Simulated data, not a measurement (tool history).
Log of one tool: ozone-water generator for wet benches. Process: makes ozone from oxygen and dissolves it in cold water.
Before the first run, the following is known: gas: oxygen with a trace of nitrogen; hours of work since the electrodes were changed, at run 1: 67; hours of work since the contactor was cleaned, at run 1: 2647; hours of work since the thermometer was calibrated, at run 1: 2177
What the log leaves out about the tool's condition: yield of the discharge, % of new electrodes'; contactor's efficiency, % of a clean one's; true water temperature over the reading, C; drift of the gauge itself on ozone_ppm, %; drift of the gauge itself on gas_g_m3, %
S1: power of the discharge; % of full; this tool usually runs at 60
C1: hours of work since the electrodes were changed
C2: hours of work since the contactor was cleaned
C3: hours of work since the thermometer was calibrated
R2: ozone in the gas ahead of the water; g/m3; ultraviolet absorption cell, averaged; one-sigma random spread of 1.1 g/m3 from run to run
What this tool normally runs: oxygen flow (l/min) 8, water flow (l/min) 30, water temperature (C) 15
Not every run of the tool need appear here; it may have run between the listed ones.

run 1 hour=0 | S1=60 oxygen_flow_(l/min)=8 water_flow_(l/min)=30 water_temperature_(C)=15 | C1=67 C2=2647 C3=2177 | dissolved_ozone_(ppm)=19.7 R2=192.7
run 2 hour=46.2 | S1=60 oxygen_flow_(l/min)=8 water_flow_(l/min)=30 water_temperature_(C)=15 | C1=97 C2=2677 C3=2207 | dissolved_ozone_(ppm)=19.6 R2=190.6
run 3 hour=81.4 | S1=60 oxygen_flow_(l/min)=8 water_flow_(l/min)=30 water_temperature_(C)=15 | C1=120 C2=2699 C3=2230 | dissolved_ozone_(ppm)=19.5 R2=189.7
run 4 hour=159.8 | S1=60 oxygen_flow_(l/min)=8 water_flow_(l/min)=30 water_temperature_(C)=15 | C1=170 C2=2750 C3=2280 | dissolved_ozone_(ppm)=19.5 R2=191.7
run 5 hour=232.7 | S1=60 oxygen_flow_(l/min)=8 water_flow_(l/min)=30 water_temperature_(C)=15 | C1=218 C2=2797 C3=2328 | dissolved_ozone_(ppm)=19.4 R2=190.6
run 6 hour=288.8 | S1=60 oxygen_flow_(l/min)=8 water_flow_(l/min)=30 water_temperature_(C)=15 | C1=254 C2=2834 C3=2364 | dissolved_ozone_(ppm)=19.3 R2=191.1
run 7 hour=345 | S1=60 oxygen_flow_(l/min)=8 water_flow_(l/min)=30 water_temperature_(C)=15 | C1=290 C2=2870 C3=2400 | dissolved_ozone_(ppm)=19.4 R2=190.7
run 8 hour=426.1 | S1=60 oxygen_flow_(l/min)=8 water_flow_(l/min)=30 water_temperature_(C)=15 | C1=343 C2=2922 C3=2453 | dissolved_ozone_(ppm)=19.6 R2=192.5
run 9 hour=496.1 | S1=60 oxygen_flow_(l/min)=8 water_flow_(l/min)=30 water_temperature_(C)=15 | C1=388 C2=2968 C3=2498 | dissolved_ozone_(ppm)=19.6 R2=189.9
-- hour=555.8 contactor cleaned
run 10 hour=568.6 | S1=60 oxygen_flow_(l/min)=8 water_flow_(l/min)=30 water_temperature_(C)=15 | C1=432 C2=8 C3=2542 | dissolved_ozone_(ppm)=19.5 R2=189.5
run 11 hour=653.1 | S1=60 oxygen_flow_(l/min)=8 water_flow_(l/min)=30 water_temperature_(C)=15 | C1=487 C2=63 C3=2597 | dissolved_ozone_(ppm)=19.4 R2=188
run 12 hour=736.5 | S1=72 oxygen_flow_(l/min)=4.44 water_flow_(l/min)=45 water_temperature_(C)=10 | C1=541 C2=117 C3=2651 | dissolved_ozone_(ppm)=12.3 R2=272
run 13 hour=793.3 | S1=72 oxygen_flow_(l/min)=4.44 water_flow_(l/min)=45 water_temperature_(C)=10 | C1=578 C2=154 C3=2688 | dissolved_ozone_(ppm)=12.1 R2=270.1
run 14 hour=836 | S1=43 oxygen_flow_(l/min)=11.87 water_flow_(l/min)=45 water_temperature_(C)=10 | C1=606 C2=181 C3=2716 | dissolved_ozone_(ppm)=11.8 R2=129.8
run 15 hour=880 | S1=45 oxygen_flow_(l/min)=11.1 water_flow_(l/min)=19 water_temperature_(C)=7 | C1=634 C2=210 C3=2744 | dissolved_ozone_(ppm)=27.8 R2=138.7
run 16 hour=923.2 | S1=77 oxygen_flow_(l/min)=8 water_flow_(l/min)=31 water_temperature_(C)=15 | C1=662 C2=238 C3=2772 | dissolved_ozone_(ppm)=22.3 R2=224.2
run 17 hour=991.6 | S1=77 oxygen_flow_(l/min)=8 water_flow_(l/min)=31 water_temperature_(C)=15 | C1=706 C2=282 C3=2816 | dissolved_ozone_(ppm)=22.2 R2=227.5
run 18 hour=1052.5 | S1=43 oxygen_flow_(l/min)=11.73 water_flow_(l/min)=48 water_temperature_(C)=22 | C1=746 C2=322 C3=2856 | dissolved_ozone_(ppm)=9.5 R2=130.8
run 19 hour=1128.7 | S1=43 oxygen_flow_(l/min)=11.73 water_flow_(l/min)=48 water_temperature_(C)=22 | C1=795 C2=371 C3=2905 | dissolved_ozone_(ppm)=9.1 R2=130.9

Across each entry between runs, compare the hidden state at the last listed run before it with the hidden state at the first listed run after it:
Run 9 -> run 10: contactor cleaned (hour 555.8)
  contactor's efficiency, % of a clean one's: 99.9 -> 100

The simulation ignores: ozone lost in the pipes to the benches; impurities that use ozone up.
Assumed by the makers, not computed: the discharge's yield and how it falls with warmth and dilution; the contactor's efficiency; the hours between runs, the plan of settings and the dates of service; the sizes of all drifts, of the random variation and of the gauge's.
